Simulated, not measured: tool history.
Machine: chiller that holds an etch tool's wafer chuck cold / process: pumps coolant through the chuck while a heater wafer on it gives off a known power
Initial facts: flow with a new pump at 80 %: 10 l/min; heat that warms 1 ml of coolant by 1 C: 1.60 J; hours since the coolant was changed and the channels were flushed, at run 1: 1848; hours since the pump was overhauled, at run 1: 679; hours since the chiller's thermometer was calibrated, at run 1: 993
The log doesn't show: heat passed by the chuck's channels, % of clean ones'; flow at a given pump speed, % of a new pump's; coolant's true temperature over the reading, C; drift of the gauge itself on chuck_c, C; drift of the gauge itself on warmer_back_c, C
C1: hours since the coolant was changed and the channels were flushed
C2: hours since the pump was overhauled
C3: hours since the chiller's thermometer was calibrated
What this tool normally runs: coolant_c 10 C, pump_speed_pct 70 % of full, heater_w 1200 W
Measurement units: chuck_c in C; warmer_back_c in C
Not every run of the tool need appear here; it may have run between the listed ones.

run 1 hour=0 | coolant_c=10 pump_speed_pct=70 heater_w=1200 | C1=1848 C2=679 C3=993 | chuck_c=21.8 warmer_back_c=5.21
run 2 hour=28.9 | coolant_c=10 pump_speed_pct=70 heater_w=1200 | C1=1877 C2=708 C3=1021 | chuck_c=22 warmer_back_c=5.11
run 3 hour=43.5 | coolant_c=10 pump_speed_pct=70 heater_w=1200 | C1=1891 C2=722 C3=1036 | chuck_c=22 warmer_back_c=5.09
run 4 hour=57.9 | coolant_c=10 pump_speed_pct=70 heater_w=1200 | C1=1906 C2=737 C3=1050 | chuck_c=22 warmer_back_c=5.11
run 5 hour=78.8 | coolant_c=10 pump_speed_pct=70 heater_w=1200 | C1=1926 C2=758 C3=1071 | chuck_c=22 warmer_back_c=5.14
run 6 hour=105.9 | coolant_c=10 pump_speed_pct=91 heater_w=1200 | C1=1954 C2=785 C3=1098 | chuck_c=20 warmer_back_c=3.83
run 7 hour=134 | coolant_c=19 pump_speed_pct=91 heater_w=1200 | C1=1982 C2=813 C3=1127 | chuck_c=28.9 warmer_back_c=3.84
run 8 hour=150.4 | coolant_c=19 pump_speed_pct=91 heater_w=1200 | C1=1998 C2=829 C3=1143 | chuck_c=29.1 warmer_back_c=3.75
run 9 hour=169.6 | coolant_c=19 pump_speed_pct=91 heater_w=1200 | C1=2017 C2=848 C3=1162 | chuck_c=28.9 warmer_back_c=3.77
run 10 hour=183.3 | coolant_c=10 pump_speed_pct=70 heater_w=715 | C1=2031 C2=862 C3=1176 | chuck_c=17.1 warmer_back_c=2.92
run 11 hour=214.5 | coolant_c=4 pump_speed_pct=70 heater_w=1153 | C1=2062 C2=893 C3=1207 | chuck_c=15.4 warmer_back_c=4.81
run 12 hour=239.2 | coolant_c=4 pump_speed_pct=89 heater_w=682 | C1=2087 C2=918 C3=1232 | chuck_c=9.8 warmer_back_c=2.06

Forecast each of these 3 alternatives for the next run:
run A hour=268.7 | coolant_c=10 pump_speed_pct=70 heater_w=1100 | C1=2116 C2=947 C3=1261 | chuck_c=? warmer_back_c=?
run B hour=268.7 | coolant_c=10 pump_speed_pct=66 heater_w=1200 | C1=2116 C2=947 C3=1261 | chuck_c=? warmer_back_c=?
run C hour=268.7 | coolant_c=14 pump_speed_pct=89 heater_w=682 | C1=2116 C2=947 C3=1261 | chuck_c=? warmer_back_c=?

run=A chuck_c=20.8 warmer_back_c=4.47
run=B chuck_c=22.4 warmer_back_c=5.3
run=C chuck_c=19.6 warmer_back_c=1.97
What these runs would have given with no unlogged condition in the tool:
run=A chuck_c=20.8 warmer_back_c=4.71
run=B chuck_c=22.4 warmer_back_c=5.54
run=C chuck_c=19.6 warmer_back_c=2.2
